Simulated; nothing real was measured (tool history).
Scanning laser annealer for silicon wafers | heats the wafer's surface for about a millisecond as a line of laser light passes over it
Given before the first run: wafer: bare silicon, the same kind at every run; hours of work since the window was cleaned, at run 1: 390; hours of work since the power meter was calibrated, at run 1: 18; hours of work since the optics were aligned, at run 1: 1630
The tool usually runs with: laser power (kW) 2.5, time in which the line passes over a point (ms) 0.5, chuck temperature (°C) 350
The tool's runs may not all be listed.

run,hour,laser power (kW),time in which the line passes over a point (ms),chuck temperature (°C),hours of work since the window was cleaned,hours of work since the power meter was calibrated,hours of work since the optics were aligned,highest temperature of the surface (°C)
1,0,2.5,0.5,350,390,18,1630,1046
2,6.9,2.5,0.5,350,393,21,1633,1049
3,15.6,2.5,0.5,350,396,25,1636,1047
4,21.1,2.5,0.5,350,399,27,1639,1050
5,29.2,2.5,0.5,350,402,31,1642,1046
6,41,2.5,0.498,350,407,36,1647,1041
# hour 43.6: window over the wafer cleaned
7,48.8,2.241,0.574,317,2,38,1650,965
8,58.6,2.5,0.5,351,6,42,1654,1044
9,67,2.5,0.5,351,10,46,1657,1044
10,72,2.51,0.426,349,12,48,1660,990
11,79.2,2.51,0.426,349,15,51,1663,991

Predict each of these 3 candidate next runs independently; none follows another, all start after run 11:
A,88.6,2.51,0.388,348,19,55,1667,?
B,88.6,2.511,0.458,360,19,55,1667,?
C,88.6,2.358,0.365,322,19,55,1667,?

run,highest temperature of the surface (°C)
A,959
B,1024
C,863
Take away the tool's hidden state, keep each run's random variation, and the runs would have read:
run,highest temperature of the surface (°C)
A,990
B,1057
C,890
